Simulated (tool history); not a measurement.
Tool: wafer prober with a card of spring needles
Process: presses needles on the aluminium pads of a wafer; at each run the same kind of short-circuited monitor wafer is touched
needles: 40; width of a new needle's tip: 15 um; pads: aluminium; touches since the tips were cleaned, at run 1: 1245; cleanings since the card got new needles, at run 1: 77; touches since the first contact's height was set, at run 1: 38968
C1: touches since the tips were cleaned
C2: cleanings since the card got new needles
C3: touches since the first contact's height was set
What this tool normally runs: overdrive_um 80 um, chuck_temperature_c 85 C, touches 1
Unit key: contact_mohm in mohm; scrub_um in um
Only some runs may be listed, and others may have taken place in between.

{"run": 1, "day": 0.0, "overdrive_um": 80, "chuck_temperature_c": 85, "touches": 1, "C1": 1245, "C2": 77, "C3": 38968, "contact_mohm": 181, "scrub_um": 16.27}
{"day": 0.462, "done": "tips cleaned on abrasive film"}
{"run": 2, "day": 0.946, "overdrive_um": 67, "chuck_temperature_c": 85, "touches": 1, "C1": 3163, "C2": 78, "C3": 45122, "contact_mohm": 185, "scrub_um": 13.65}
{"day": 1.071, "done": "tips cleaned on abrasive film"}
{"day": 1.717, "done": "tips cleaned on abrasive film"}
{"day": 2.354, "done": "tips cleaned on abrasive film"}
{"run": 3, "day": 2.367, "overdrive_um": 80, "chuck_temperature_c": 63, "touches": 1, "C1": 88, "C2": 81, "C3": 54362, "contact_mohm": 176, "scrub_um": 16.28}
{"day": 2.95, "done": "tips cleaned on abrasive film"}
{"run": 4, "day": 3.433, "overdrive_um": 80, "chuck_temperature_c": 74, "touches": 1, "C1": 3154, "C2": 82, "C3": 61314, "contact_mohm": 180, "scrub_um": 16.26}
{"day": 3.504, "done": "tips cleaned on abrasive film"}
{"day": 4.067, "done": "tips cleaned on abrasive film"}
{"run": 5, "day": 4.258, "overdrive_um": 80, "chuck_temperature_c": 74, "touches": 1, "C1": 1252, "C2": 84, "C3": 66654, "contact_mohm": 180, "scrub_um": 16.3}
{"day": 4.642, "done": "tips cleaned on abrasive film"}
{"day": 5.242, "done": "tips cleaned on abrasive film"}
{"day": 5.8, "done": "tips cleaned on abrasive film"}
{"run": 6, "day": 5.875, "overdrive_um": 80, "chuck_temperature_c": 74, "touches": 1, "C1": 492, "C2": 87, "C3": 77178, "contact_mohm": 180, "scrub_um": 16.3}
{"day": 6.379, "done": "tips cleaned on abrasive film"}
{"day": 7.029, "done": "tips cleaned on abrasive film"}
{"run": 7, "day": 7.3, "overdrive_um": 80, "chuck_temperature_c": 74, "touches": 1, "C1": 1780, "C2": 89, "C3": 86456, "contact_mohm": 180, "scrub_um": 16.31}
{"day": 7.579, "done": "tips cleaned on abrasive film"}
{"day": 8.158, "done": "tips cleaned on abrasive film"}
{"run": 8, "day": 8.375, "overdrive_um": 80, "chuck_temperature_c": 74, "touches": 1, "C1": 1434, "C2": 91, "C3": 93440, "contact_mohm": 177, "scrub_um": 16.31}
{"day": 8.792, "done": "tips cleaned on abrasive film"}
{"day": 9.008, "done": "height of the first contact set anew"}
{"day": 9.425, "done": "tips cleaned on abrasive film"}
{"run": 9, "day": 9.654, "overdrive_um": 80, "chuck_temperature_c": 43, "touches": 1, "C1": 1512, "C2": 93, "C3": 4200, "contact_mohm": 171, "scrub_um": 16.21}
{"day": 10.029, "done": "tips cleaned on abrasive film"}
{"day": 10.633, "done": "tips cleaned on abrasive film"}
{"run": 10, "day": 10.925, "overdrive_um": 80, "chuck_temperature_c": 43, "touches": 1, "C1": 1927, "C2": 95, "C3": 12475, "contact_mohm": 172, "scrub_um": 16.34}
{"day": 11.233, "done": "tips cleaned on abrasive film"}
{"run": 11, "day": 11.704, "overdrive_um": 80, "chuck_temperature_c": 43, "touches": 1, "C1": 3100, "C2": 96, "C3": 17551, "contact_mohm": 171, "scrub_um": 16.33}
{"day": 11.808, "done": "tips cleaned on abrasive film"}
{"day": 12.379, "done": "tips cleaned on abrasive film"}
{"day": 12.967, "done": "tips cleaned on abrasive film"}
{"run": 12, "day": 13.071, "overdrive_um": 80, "chuck_temperature_c": 37, "touches": 1, "C1": 699, "C2": 99, "C3": 26422, "contact_mohm": 171, "scrub_um": 16.29}
{"day": 13.625, "done": "tips cleaned on abrasive film"}
{"day": 14.2, "done": "tips cleaned on abrasive film"}
{"run": 13, "day": 14.221, "overdrive_um": 80, "chuck_temperature_c": 46, "touches": 1, "C1": 149, "C2": 101, "C3": 33900, "contact_mohm": 172, "scrub_um": 16.3}
{"day": 14.767, "done": "tips cleaned on abrasive film"}
{"day": 15.338, "done": "tips cleaned on abrasive film"}
{"run": 14, "day": 15.429, "overdrive_um": 80, "chuck_temperature_c": 46, "touches": 1, "C1": 616, "C2": 103, "C3": 41760, "contact_mohm": 173, "scrub_um": 16.29}
{"day": 15.983, "done": "tips cleaned on abrasive film"}
{"day": 16.533, "done": "tips cleaned on abrasive film"}
{"run": 15, "day": 17.046, "overdrive_um": 80, "chuck_temperature_c": 85, "touches": 1, "C1": 3356, "C2": 105, "C3": 52292, "contact_mohm": 182, "scrub_um": 16.29}
{"day": 17.167, "done": "tips cleaned on abrasive film"}
{"day": 17.829, "done": "tips cleaned on abrasive film"}
{"day": 18.404, "done": "tips cleaned on abrasive film"}
{"run": 16, "day": 18.504, "overdrive_um": 80, "chuck_temperature_c": 85, "touches": 1, "C1": 648, "C2": 108, "C3": 61746, "contact_mohm": 182, "scrub_um": 16.29}
{"day": 19.0, "done": "tips cleaned on abrasive film"}
{"day": 19.575, "done": "tips cleaned on abrasive film"}
{"run": 17, "day": 19.604, "overdrive_um": 63, "chuck_temperature_c": 50, "touches": 1, "C1": 212, "C2": 110, "C3": 68909, "contact_mohm": 178, "scrub_um": 12.79}
{"day": 20.129, "done": "tips cleaned on abrasive film"}
{"day": 20.754, "done": "tips cleaned on abrasive film"}
{"run": 18, "day": 21.238, "overdrive_um": 96, "chuck_temperature_c": 46, "touches": 2, "C1": 3173, "C2": 112, "C3": 79548, "contact_mohm": 172, "scrub_um": 19.51}
{"day": 21.325, "done": "tips cleaned on abrasive film"}
{"day": 21.917, "done": "tips cleaned on abrasive film"}
{"day": 22.471, "done": "tips cleaned on abrasive film"}
{"run": 19, "day": 22.775, "overdrive_um": 91, "chuck_temperature_c": 33, "touches": 3, "C1": 2008, "C2": 115, "C3": 89533, "contact_mohm": 168, "scrub_um": 18.56}

Run 20 comes next. What will it give?
{"day": 23.067, "done": "tips cleaned on abrasive film"}
{"day": 23.658, "done": "tips cleaned on abrasive film"}
{"day": 24.017, "done": "height of the first contact set anew"}
{"run": 20, "day": 24.104, "overdrive_um": 91, "chuck_temperature_c": 33, "touches": 3, "C1": 2838, "C2": 117, "C3": 575, "contact_mohm": "?", "scrub_um": "?"}

{"run 20": {"contact_mohm": 169, "scrub_um": 18.56}}
If the tool had no hidden condition, the same run with the same run-to-run variation would have returned contact_mohm 168 mohm, scrub_um 18.56 um.
